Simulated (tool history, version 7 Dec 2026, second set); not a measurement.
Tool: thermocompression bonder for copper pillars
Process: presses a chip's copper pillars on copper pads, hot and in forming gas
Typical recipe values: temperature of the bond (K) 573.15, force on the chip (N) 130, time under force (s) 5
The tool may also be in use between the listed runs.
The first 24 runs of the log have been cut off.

run,day,temperature of the bond (K),force on the chip (N),time under force (s),hours of work since the heater was calibrated,hours of work since the force cell was calibrated,hours of work since the gas filter was changed,force that shears a chip off (N)
25,7.517,562.15,163,6,316,15,52,60.5
26,7.938,562.15,163,6,322,21,58,60.6
27,8.304,562.15,163,6,327,26,63,60.3
# day 8.533: force cell calibrated, once more
28,8.775,562.15,163,6,333,3,69,59
29,9.038,562.15,163,6,336,7,72,58.4
30,9.333,562.15,163,6,341,11,76,58.3
31,9.621,562.15,163,6,344,15,80,58.9
32,9.838,562.15,128,6,348,18,83,52.7
33,10.238,595.15,130,9,353,24,89,68.8
34,10.533,595.15,130,9,357,28,93,68.9
35,10.846,555.15,186,9,361,32,97,63.6
36,11.208,555.15,186,9,366,37,102,64.6
37,11.404,555.15,186,9,369,40,105,64.4

5 options for the next run, each taken on its own from the tool as it stands now. Forecast them:
A,11.617,587.15,154,6,372,43,108,?
B,11.617,574.15,130,10,372,43,108,?
C,11.617,585.15,186,4,372,43,108,?
D,11.617,560.15,159,9,372,43,108,?
E,11.617,544.15,95,6,372,43,108,?

run,force that shears a chip off (N)
A,64.9
B,63.6
C,63.8
D,62.4
E,38.6
What these runs would have given with no unlogged condition in the tool:
run,force that shears a chip off (N)
A,65.7
B,64.2
C,64.5
D,62.9
E,38.5
